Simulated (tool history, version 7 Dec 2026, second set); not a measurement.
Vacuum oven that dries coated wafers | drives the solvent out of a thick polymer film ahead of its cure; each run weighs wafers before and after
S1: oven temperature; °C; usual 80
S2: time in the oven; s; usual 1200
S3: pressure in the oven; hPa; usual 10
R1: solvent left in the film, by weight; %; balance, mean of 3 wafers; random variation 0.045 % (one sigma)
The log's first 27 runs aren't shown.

At day 81.212: vacuum gauge cleaned of residue and calibrated.
Run 28, day 84.696: usual settings but S1 77 °C, S2 2100 s, S3 11.4 hPa. Result: R1 0.68 %.
Run 29, day 87.821: usual settings but S1 83 °C, S3 11.3 hPa. Result: R1 0.77 %.
Run 30, day 90.983: usual settings but S1 94 °C, S2 720 s. Result: R1 0.45 %.
Run 31, day 93.05: usual settings but S1 85 °C, S2 720 s. Result: R1 1.74 %.
At day 96.05: oven's thermocouples calibrated.
Run 32, day 97.646: usual settings but S1 82 °C, S2 960 s, S3 6 hPa. Result: R1 1.01 %.
Run 33, day 102.092: usual settings but S1 82 °C, S2 960 s, S3 6 hPa. Result: R1 1.03 %.
Run 34, day 105.067: usual settings but S1 82 °C, S2 960 s, S3 6 hPa. Result: R1 1.13 %.
Run 35, day 109.2: usual settings but S2 1380 s, S3 9.7 hPa. Result: R1 0.78 %.
Run 36, day 111.088: usual settings but S2 1140 s, S3 15.4 hPa. Result: R1 1.36 %.
Run 37, day 113.504: usual settings but S1 65 °C, S2 1440 s, S3 5.6 hPa. Result: R1 4.59 %.
Run 38, day 116.154: usual settings but S1 65 °C, S2 1440 s, S3 5.6 hPa. Result: R1 4.64 %.
Run 39, day 118.292: usual settings but S3 5.8 hPa. Result: R1 1.02 %.
Run 40, day 120.346: usual settings but S1 73 °C, S3 5.8 hPa. Result: R1 2.76 %.
Run 41, day 122.367: usual settings but S1 82 °C, S2 660 s, S3 5.4 hPa. Result: R1 2.46 %.
Run 42, day 126.2: usual settings but S1 82 °C, S2 660 s, S3 5.4 hPa. Result: R1 2.57 %.
Run 43, day 130.742: usual settings but S1 82 °C, S2 660 s, S3 5.4 hPa. Result: R1 2.68 %.
Run 44, day 134.617: usual settings but S1 82 °C, S2 660 s, S3 5.4 hPa. Result: R1 2.68 %.
Run 45, day 137.642: usual settings but S1 72 °C, S2 1020 s. Result: R1 4.29 %.

Forecast each of these 5 alternatives for the next run:
Run A, day 141.742: usual settings but S3 17.9 hPa. Result: R1 ?.
Run B, day 141.742: usual settings but S1 73 °C, S2 2160 s, S3 6.2 hPa. Result: R1 ?.
Run C, day 141.742: usual settings but S3 9 hPa. Result: R1 ?.
Run D, day 141.742: usual settings but S1 75 °C, S2 600 s, S3 10.9 hPa. Result: R1 ?.
Run E, day 141.742: usual settings but S1 76 °C, S2 1320 s, S3 12.6 hPa. Result: R1 ?.

run    R1
  A  1.62
  B  1.03
  C  1.29
  D  6.17
  E  1.88
Without the tool's hidden state the same runs would have given:
run    R1
  A  1.26
  B   0.7
  C  0.94
  D  5.44
  E  1.41

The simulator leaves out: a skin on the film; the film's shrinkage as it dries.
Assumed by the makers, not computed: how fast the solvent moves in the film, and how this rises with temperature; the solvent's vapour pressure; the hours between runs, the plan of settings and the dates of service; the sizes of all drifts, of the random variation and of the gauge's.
